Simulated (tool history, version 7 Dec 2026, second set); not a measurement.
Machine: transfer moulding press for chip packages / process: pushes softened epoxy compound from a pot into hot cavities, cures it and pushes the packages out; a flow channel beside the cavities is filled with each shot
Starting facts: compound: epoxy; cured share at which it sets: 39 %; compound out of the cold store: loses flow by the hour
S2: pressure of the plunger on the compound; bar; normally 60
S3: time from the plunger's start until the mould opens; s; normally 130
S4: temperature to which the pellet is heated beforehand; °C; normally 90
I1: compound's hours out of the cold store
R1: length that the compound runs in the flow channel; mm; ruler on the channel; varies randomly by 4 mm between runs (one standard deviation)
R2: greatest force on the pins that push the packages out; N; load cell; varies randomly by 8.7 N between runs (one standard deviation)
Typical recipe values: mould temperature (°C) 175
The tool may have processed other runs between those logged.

{"run": 1, "hour": 0.0, "mould temperature (°C)": 175, "S2": 60, "S3": 130, "S4": 90, "I1": 15.2, "R1": 720, "R2": 388}
{"hour": 6.1, "done": "cavities cleaned with cleaning compound and waxed"}
{"run": 2, "hour": 10.0, "mould temperature (°C)": 175, "S2": 60, "S3": 130, "S4": 90, "I1": 18.5, "R1": 709, "R2": 393}
{"run": 3, "hour": 16.4, "mould temperature (°C)": 175, "S2": 60, "S3": 130, "S4": 90, "I1": 35.8, "R1": 648, "R2": 400}
{"run": 4, "hour": 24.7, "mould temperature (°C)": 175, "S2": 60, "S3": 130, "S4": 90, "I1": 12.1, "R1": 735, "R2": 380}
{"run": 5, "hour": 28.7, "mould temperature (°C)": 175, "S2": 60, "S3": 130, "S4": 90, "I1": 41.5, "R1": 632, "R2": 375}
{"run": 6, "hour": 35.1, "mould temperature (°C)": 175, "S2": 60, "S3": 130, "S4": 90, "I1": 46.8, "R1": 620, "R2": 368}
{"run": 7, "hour": 41.8, "mould temperature (°C)": 167, "S2": 54.5, "S3": 130, "S4": 88, "I1": 38, "R1": 635, "R2": 571}
{"run": 8, "hour": 47.3, "mould temperature (°C)": 167, "S2": 62.9, "S3": 130, "S4": 88, "I1": 19.1, "R1": 756, "R2": 581}
{"run": 9, "hour": 54.7, "mould temperature (°C)": 167, "S2": 62.9, "S3": 130, "S4": 88, "I1": 27, "R1": 718, "R2": 553}

Expected results for the next run?
{"run": 10, "hour": 63.4, "mould temperature (°C)": 168, "S2": 60.4, "S3": 148, "S4": 95, "I1": 19, "R1": "?", "R2": "?"}

{"run 10": {"R1": 733, "R2": 444}}
Had the tool carried no hidden state, the very same run would have given R1 734 mm, R2 442 N.

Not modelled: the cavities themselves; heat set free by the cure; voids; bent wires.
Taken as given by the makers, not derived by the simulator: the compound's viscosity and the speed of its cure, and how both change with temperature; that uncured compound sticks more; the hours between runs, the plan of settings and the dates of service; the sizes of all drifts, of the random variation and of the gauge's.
